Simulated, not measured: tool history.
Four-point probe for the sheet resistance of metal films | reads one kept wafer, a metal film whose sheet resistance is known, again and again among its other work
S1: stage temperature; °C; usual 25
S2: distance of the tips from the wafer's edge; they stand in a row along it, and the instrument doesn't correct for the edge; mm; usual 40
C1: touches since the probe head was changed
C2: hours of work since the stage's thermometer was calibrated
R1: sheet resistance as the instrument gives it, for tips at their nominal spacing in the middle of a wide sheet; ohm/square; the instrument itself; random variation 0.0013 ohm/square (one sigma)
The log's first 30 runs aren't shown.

| run | hour | S1 | S2 | C1 | C2 | R1 |
|---|---|---|---|---|---|---|
| 31 | 436.9 | 20 | 3 | 14354 | 348 | 7.206530 |
| 32 | 450.7 | 25 | 29 | 14573 | 356 | 6.631319 |
| 33 | 470.5 | 19 | 10 | 14887 | 367 | 6.684924 |
| 34 | 484.5 | 21 | 14 | 15110 | 375 | 6.654817 |
| 35 | 499.0 | 20 | 19 | 15341 | 383 | 6.641996 |
| 36 | 510.0 | 19 | 7 | 15514 | 389 | 6.742871 |
| 37 | 525.2 | 22 | 22 | 15756 | 398 | 6.639029 |
| 38 | 535.8 | 23 | 10 | 15925 | 404 | 6.681767 |
| 39 | 547.1 | 21 | 6 | 16105 | 410 | 6.782086 |
| 40 | 568.6 | 21 | 40 | 16447 | 422 | 6.629185 |
| 41 | 589.6 | 35 | 40 | 16779 | 434 | 6.624485 |
| 42 | 604.4 | 20 | 10 | 17015 | 443 | 6.684612 |
| 43 | 624.9 | 19 | 4 | 17340 | 454 | 6.966626 |
| 44 | 641.9 | 30 | 6 | 17610 | 464 | 6.777185 |
| 45 | 662.7 | 30 | 6 | 17941 | 475 | 6.778371 |

3 ways to go on from here, each from the tool as it stands after run 45. What would each give?
| A | 677.9 | 33 | 69 | 18183 | 484 | ? |
| B | 677.9 | 19 | 5 | 18183 | 484 | ? |
| C | 677.9 | 23 | 6 | 18183 | 484 | ? |

| run | R1 |
|---|---|
| A | 6.621447 |
| B | 6.847953 |
| C | 6.782254 |
Without the tool's hidden state the same runs would have given:
| run | R1 |
|---|---|
| A | 6.610969 |
| B | 6.836956 |
| C | 6.771409 |
